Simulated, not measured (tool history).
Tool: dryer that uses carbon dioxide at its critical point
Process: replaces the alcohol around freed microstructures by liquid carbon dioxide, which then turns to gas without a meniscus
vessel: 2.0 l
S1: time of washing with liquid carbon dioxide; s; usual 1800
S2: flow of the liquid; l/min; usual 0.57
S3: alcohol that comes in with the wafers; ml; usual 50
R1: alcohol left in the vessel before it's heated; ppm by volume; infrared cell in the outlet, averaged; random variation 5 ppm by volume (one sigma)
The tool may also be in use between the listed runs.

run 1 day=0 | S1=1800 S2=0.57 S3=50 | R1=102
run 2 day=0.879 | S1=1800 S2=0.57 S3=50 | R1=105
-- day=1.338 inlet filter changed
run 3 day=2.771 | S1=1800 S2=0.57 S3=50 | R1=82
run 4 day=4.292 | S1=1680 S2=0.57 S3=50 | R1=99
run 5 day=5.329 | S1=1800 S2=0.41 S3=50 | R1=246
run 6 day=6.104 | S1=1800 S2=0.41 S3=50 | R1=246
run 7 day=7.617 | S1=1800 S2=0.57 S3=50 | R1=94
run 8 day=9.488 | S1=1800 S2=0.57 S3=50 | R1=91
run 9 day=10.517 | S1=1800 S2=0.57 S3=55 | R1=110
run 10 day=11.462 | S1=1800 S2=0.57 S3=50 | R1=112
run 11 day=12.25 | S1=1800 S2=0.57 S3=50 | R1=101
run 12 day=13.312 | S1=1800 S2=0.57 S3=50 | R1=109
-- day=14.342 inlet filter changed
run 13 day=15.033 | S1=2220 S2=0.57 S3=50 | R1=66
run 14 day=16.271 | S1=2220 S2=0.57 S3=50 | R1=76
run 15 day=17.867 | S1=2220 S2=0.57 S3=50 | R1=74
run 16 day=19.45 | S1=1800 S2=0.57 S3=50 | R1=103
run 17 day=20.783 | S1=1800 S2=0.57 S3=50 | R1=105
run 18 day=21.946 | S1=1800 S2=0.57 S3=50 | R1=102
run 19 day=23.404 | S1=1800 S2=0.57 S3=50 | R1=110
run 20 day=25.246 | S1=1800 S2=0.57 S3=50 | R1=118
run 21 day=26.583 | S1=1800 S2=0.57 S3=50 | R1=131
-- day=27.433 inlet filter changed
run 22 day=28.292 | S1=1800 S2=0.57 S3=35 | R1=88
run 23 day=29.45 | S1=1800 S2=0.57 S3=75 | R1=114
run 24 day=31.325 | S1=1800 S2=0.57 S3=75 | R1=122
-- day=32.038 purifier's bed changed
run 25 day=32.508 | S1=1800 S2=0.57 S3=75 | R1=43
run 26 day=34.433 | S1=1800 S2=0.402 S3=27 | R1=142
run 27 day=36.05 | S1=2040 S2=0.362 S3=28 | R1=157
run 28 day=37.217 | S1=1740 S2=0.57 S3=38 | R1=53
run 29 day=39.025 | S1=2820 S2=0.617 S3=50 | R1=19
run 30 day=39.854 | S1=1800 S2=0.57 S3=64 | R1=73
-- day=40.642 inlet filter changed
run 31 day=40.75 | S1=1440 S2=0.57 S3=34 | R1=67
run 32 day=42 | S1=1320 S2=0.57 S3=80 | R1=232
run 33 day=43.754 | S1=1320 S2=0.762 S3=84 | R1=44
run 34 day=45.371 | S1=1800 S2=0.57 S3=73 | R1=51
run 35 day=46.679 | S1=1740 S2=0.57 S3=50 | R1=58
run 36 day=48.175 | S1=1800 S2=0.717 S3=78 | R1=37
run 37 day=49.708 | S1=1800 S2=0.717 S3=26 | R1=31
run 38 day=50.725 | S1=2820 S2=0.953 S3=88 | R1=27
run 39 day=52.288 | S1=2460 S2=0.38 S3=21 | R1=74
-- day=53.679 inlet filter changed
run 40 day=54.104 | S1=2340 S2=0.68 S3=50 | R1=29
run 41 day=55.362 | S1=2340 S2=0.68 S3=46 | R1=26
run 42 day=56.433 | S1=2340 S2=0.68 S3=46 | R1=31
run 43 day=57.775 | S1=2340 S2=0.68 S3=46 | R1=44
run 44 day=58.775 | S1=2340 S2=0.68 S3=46 | R1=27
run 45 day=60.6 | S1=2340 S2=0.425 S3=46 | R1=82
run 46 day=62.154 | S1=2340 S2=0.425 S3=46 | R1=73
run 47 day=62.958 | S1=1980 S2=0.57 S3=64 | R1=61

Forecast each of these 3 alternatives for the next run:
run A day=64.412 | S1=2700 S2=0.913 S3=64 | R1=?
run B day=64.412 | S1=1980 S2=0.57 S3=28 | R1=?
run C day=64.412 | S1=1560 S2=0.55 S3=63 | R1=?

run=A R1=40
run=B R1=56
run=C R1=204
Without the tool's hidden state the same runs would have given:
run=A R1=5
run=B R1=14
run=C R1=82
